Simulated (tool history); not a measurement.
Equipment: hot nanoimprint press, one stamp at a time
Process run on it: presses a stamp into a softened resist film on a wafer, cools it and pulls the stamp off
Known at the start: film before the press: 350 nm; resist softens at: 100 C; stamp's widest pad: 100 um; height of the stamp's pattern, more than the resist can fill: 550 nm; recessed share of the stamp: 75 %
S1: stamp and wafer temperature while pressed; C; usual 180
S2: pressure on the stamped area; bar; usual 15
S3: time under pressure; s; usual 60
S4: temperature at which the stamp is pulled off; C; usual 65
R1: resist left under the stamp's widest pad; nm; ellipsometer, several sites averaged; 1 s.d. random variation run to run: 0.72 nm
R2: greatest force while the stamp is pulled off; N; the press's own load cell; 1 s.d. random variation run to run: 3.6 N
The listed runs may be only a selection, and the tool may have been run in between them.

run	hour	S1	S2	S3	S4	R1	R2
1	0	180	15	60	65	193.7	175
2	18.4	180	15	60	65	193.6	176
3	36.1	180	12.2	60	65	213.5	167
4	66.8	180	12.2	60	65	212.9	171
5	82.8	180	15	94	65	167.5	175
6	114.2	180	15	94	69	168.3	157
7	137.7	180	15	94	69	168.6	156
8	170.5	180	15	94	69	167.4	154
9	196.8	180	15	94	69	167.1	160
10	222.7	180	15	94	69	167.5	159
11	242	180	15	94	69	166.9	157
12	275	180	15	60	65	194.3	176
13	309	180	15	60	65	193.1	175
14	340.1	175	15	60	65	226.4	165
# hour 368.9: stamp cleaned and given a new release coat
15	369	179	15	60	65	200.2	172
16	399.4	179	15	60	65	199.3	175
# hour 429.5: plate thermocouple calibrated
17	430.6	186	11.4	109	54	150.1	234
18	457.2	171	15	77	65	240.9	176
19	479.1	191	14.5	36	65	161.3	175
20	495.6	191	14.5	36	65	161.9	173
21	520.9	191	14.5	36	65	160.6	176
22	538.8	185	22.2	36	65	154.9	183
23	561.1	185	15	39	65	186.9	175
24	577.3	185	16.2	39	65	180	177

Forecast run 25:
25	604.8	185	16.2	39	65	?	?

R1: 179 nm
R2: 171 N
Had the tool carried no hidden state, the very same run would have given R1 179 nm, R2 170 N.
